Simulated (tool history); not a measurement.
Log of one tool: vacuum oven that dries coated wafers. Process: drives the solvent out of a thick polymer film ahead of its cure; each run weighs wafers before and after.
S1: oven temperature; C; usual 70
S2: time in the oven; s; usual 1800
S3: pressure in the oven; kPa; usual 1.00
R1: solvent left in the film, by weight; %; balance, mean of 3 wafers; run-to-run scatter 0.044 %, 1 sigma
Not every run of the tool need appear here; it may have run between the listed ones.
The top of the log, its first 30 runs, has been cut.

run	day	S1	S2	S3	R1
31	18.804	65	1440	2.31	3.28
32	19.167	70	1680	1.61	1.76
33	19.971	59	1680	1.61	3.58
34	20.754	59	1440	2.15	4.34
35	21.471	59	1440	2.15	4.41
36	21.908	66	1800	0.51	1.43
37	22.492	65	1800	1.29	2.10
38	23.238	62	1260	2.61	4.47
39	24.000	75	1080	2.61	2.39
40	24.521	75	1080	2.61	2.42
41	25.388	73	2940	0.52	0.33
42	25.754	58	2160	0.77	2.38
43	26.142	67	3000	1.42	1.05
44	26.779	67	3000	1.42	1.17
45	27.517	74	2940	1.18	0.74
46	28.046	58	1440	1.63	4.30
47	28.408	58	1440	1.63	4.20

Each row is a separate what-if for the run after 47, all from the same tool condition, not one after another. Results?
A	29.079	71	2760	0.96	?
B	29.079	58	1440	0.77	?
C	29.079	82	1440	0.55	?

run	R1
A	0.64
B	3.76
C	0.47
Take away the tool's hidden state, keep each run's random variation, and the runs would have read:
run	R1
A	0.58
B	3.75
C	0.45
